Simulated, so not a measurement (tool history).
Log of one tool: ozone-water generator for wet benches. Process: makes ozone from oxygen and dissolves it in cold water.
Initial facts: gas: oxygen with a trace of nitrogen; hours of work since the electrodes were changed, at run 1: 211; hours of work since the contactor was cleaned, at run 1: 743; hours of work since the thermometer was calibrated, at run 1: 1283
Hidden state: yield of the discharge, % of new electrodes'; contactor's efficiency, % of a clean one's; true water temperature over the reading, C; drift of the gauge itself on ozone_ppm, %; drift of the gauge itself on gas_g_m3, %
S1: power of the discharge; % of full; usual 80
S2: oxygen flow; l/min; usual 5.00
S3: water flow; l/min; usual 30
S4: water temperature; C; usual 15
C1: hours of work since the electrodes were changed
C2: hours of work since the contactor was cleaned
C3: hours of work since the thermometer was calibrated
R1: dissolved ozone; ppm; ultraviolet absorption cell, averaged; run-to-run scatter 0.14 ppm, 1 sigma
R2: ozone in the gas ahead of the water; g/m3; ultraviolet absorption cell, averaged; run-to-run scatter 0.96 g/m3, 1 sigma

Run 1, hour 0.0: usual settings; C1 211; C2 743; C3 1283. Result: R1 15.7 ppm, R2 163.5 g/m3.
Run 2, hour 45.5: usual settings; C1 238; C2 770; C3 1311. Result: R1 15.8 ppm, R2 161.3 g/m3.
Run 3, hour 120.6: usual settings; C1 283; C2 816; C3 1356. Result: R1 15.9 ppm, R2 160.9 g/m3.
Run 4, hour 211.8: usual settings but S4 19 C; C1 338; C2 871; C3 1411. Result: R1 15.0 ppm, R2 164.3 g/m3.
Run 5, hour 270.3: usual settings but S4 19 C; C1 373; C2 906; C3 1446. Result: R1 14.9 ppm, R2 161.9 g/m3.
Run 6, hour 360.0: usual settings; C1 427; C2 960; C3 1500. Result: R1 15.8 ppm, R2 162.4 g/m3.
Run 7, hour 454.6: usual settings but S1 46 % of full; C1 484; C2 1017; C3 1557. Result: R1 10.9 ppm, R2 111.7 g/m3.
Run 8, hour 528.7: usual settings but S1 46 % of full; C1 529; C2 1061; C3 1601. Result: R1 11.0 ppm, R2 113.0 g/m3.
Run 9, hour 612.3: usual settings but S1 46 % of full; C1 579; C2 1112; C3 1652. Result: R1 10.8 ppm, R2 114.3 g/m3.
Run 10, hour 681.4: usual settings but S3 31 l/min; C1 621; C2 1153; C3 1693. Result: R1 15.2 ppm, R2 162.6 g/m3.
Run 11, hour 742.2: usual settings but S3 31 l/min; C1 657; C2 1190; C3 1730. Result: R1 15.0 ppm, R2 160.9 g/m3.
Run 12, hour 839.2: usual settings but S3 31 l/min; C1 716; C2 1248; C3 1788. Result: R1 15.1 ppm, R2 160.7 g/m3.
Run 13, hour 893.3: usual settings but S2 3.63 l/min; C1 748; C2 1281; C3 1821. Result: R1 14.8 ppm, R2 195.0 g/m3.
Run 14, hour 1003.7: usual settings but S2 6.80 l/min; C1 815; C2 1347; C3 1887. Result: R1 15.7 ppm, R2 131.4 g/m3.
Run 15, hour 1065.9: usual settings but S1 59 % of full, S2 6.80 l/min; C1 852; C2 1385; C3 1925. Result: R1 12.7 ppm, R2 109.0 g/m3.
Run 16, hour 1118.2: usual settings but S1 87 % of full; C1 884; C2 1416; C3 1956. Result: R1 16.1 ppm, R2 167.9 g/m3.
Run 17, hour 1187.9: usual settings but S1 87 % of full; C1 925; C2 1458; C3 1998. Result: R1 16.0 ppm, R2 167.4 g/m3.
At hour 1198.4: contactor cleaned.
Run 18, hour 1293.6: usual settings but S1 61 % of full, S3 33 l/min; C1 987; C2 57; C3 2059. Result: R1 11.8 ppm, R2 134.2 g/m3.
Run 19, hour 1362.7: usual settings but S3 28 l/min, S4 11 C; C1 1028; C2 99; C3 2101. Result: R1 16.7 ppm, R2 157.9 g/m3.
Run 20, hour 1464.3: usual settings but S4 14 C; C1 1089; C2 160; C3 2162. Result: R1 15.2 ppm, R2 159.4 g/m3.
Run 21, hour 1572.4: usual settings but S4 9 C; C1 1154; C2 225; C3 2227. Result: R1 16.3 ppm, R2 158.2 g/m3.
At hour 1656.1: contactor cleaned, once more.
Run 22, hour 1675.9: usual settings but S4 9 C; C1 1214; C2 12; C3 2287. Result: R1 16.4 ppm, R2 158.9 g/m3.
Run 23, hour 1781.4: usual settings but S1 61 % of full, S3 38 l/min, S4 8 C; C1 1278; C2 75; C3 2351. Result: R1 11.0 ppm, R2 131.2 g/m3.
Run 24, hour 1866.8: usual settings but S1 61 % of full, S3 38 l/min, S4 8 C; C1 1329; C2 127; C3 2402. Result: R1 11.2 ppm, R2 133.7 g/m3.
Run 25, hour 1931.4: usual settings but S1 46 % of full, S3 29 l/min, S4 19 C; C1 1368; C2 166; C3 2441. Result: R1 10.6 ppm, R2 110.8 g/m3.
Run 26, hour 2006.6: usual settings but S1 100 % of full, S3 27 l/min; C1 1413; C2 211; C3 2486. Result: R1 18.9 ppm, R2 181.2 g/m3.
Run 27, hour 2053.0: usual settings but S1 49 % of full, S3 20 l/min; C1 1441; C2 239; C3 2514. Result: R1 15.4 ppm, R2 114.6 g/m3.
Run 28, hour 2135.6: usual settings but S1 49 % of full, S2 4.08 l/min, S3 20 l/min, S4 19 C; C1 1491; C2 289; C3 2564. Result: R1 14.4 ppm, R2 131.2 g/m3.
Run 29, hour 2245.6: usual settings but S1 49 % of full, S2 4.08 l/min, S3 20 l/min, S4 19 C; C1 1557; C2 355; C3 2630. Result: R1 14.5 ppm, R2 131.2 g/m3.
Run 30, hour 2310.8: usual settings but S1 55 % of full, S2 2.71 l/min, S3 33 l/min; C1 1596; C2 394; C3 2669. Result: R1 10.2 ppm, R2 182.1 g/m3.
Run 31, hour 2383.1: usual settings but S1 55 % of full, S2 2.71 l/min, S3 33 l/min; C1 1640; C2 437; C3 2713. Result: R1 10.0 ppm, R2 179.6 g/m3.
Run 32, hour 2440.9: usual settings but S1 94 % of full, S2 6.41 l/min, S4 10 C; C1 1675; C2 472; C3 2747. Result: R1 17.5 ppm, R2 145.7 g/m3.
Run 33, hour 2551.6: usual settings but S1 94 % of full, S2 6.41 l/min, S4 10 C; C1 1741; C2 539; C3 2814. Result: R1 17.5 ppm, R2 146.5 g/m3.
Run 34, hour 2649.4: usual settings but S1 94 % of full, S2 6.41 l/min, S4 10 C; C1 1800; C2 598; C3 2873. Result: R1 17.6 ppm, R2 145.9 g/m3.

Predict each of these 3 candidate next runs independently; none follows another, all start after run 34:
Run A, hour 2697.9: usual settings but S2 2.79 l/min, S3 37 l/min; C1 1829; C2 627; C3 2902. Result: R1 ?, R2 ?.
Run B, hour 2697.9: usual settings but S1 94 % of full, S2 8.79 l/min, S4 10 C; C1 1829; C2 627; C3 2902. Result: R1 ?, R2 ?.
Run C, hour 2697.9: usual settings but S1 62 % of full, S2 6.41 l/min, S4 21 C; C1 1829; C2 627; C3 2902. Result: R1 ?, R2 ?.

run    R1     R2
  A  11.6  223.8
  B  17.7  118.6
  C  11.7  111.1
What these runs would have given with no unlogged condition in the tool:
run    R1     R2
  A  12.4  237.3
  B  19.0  126.5
  C  12.4  116.8

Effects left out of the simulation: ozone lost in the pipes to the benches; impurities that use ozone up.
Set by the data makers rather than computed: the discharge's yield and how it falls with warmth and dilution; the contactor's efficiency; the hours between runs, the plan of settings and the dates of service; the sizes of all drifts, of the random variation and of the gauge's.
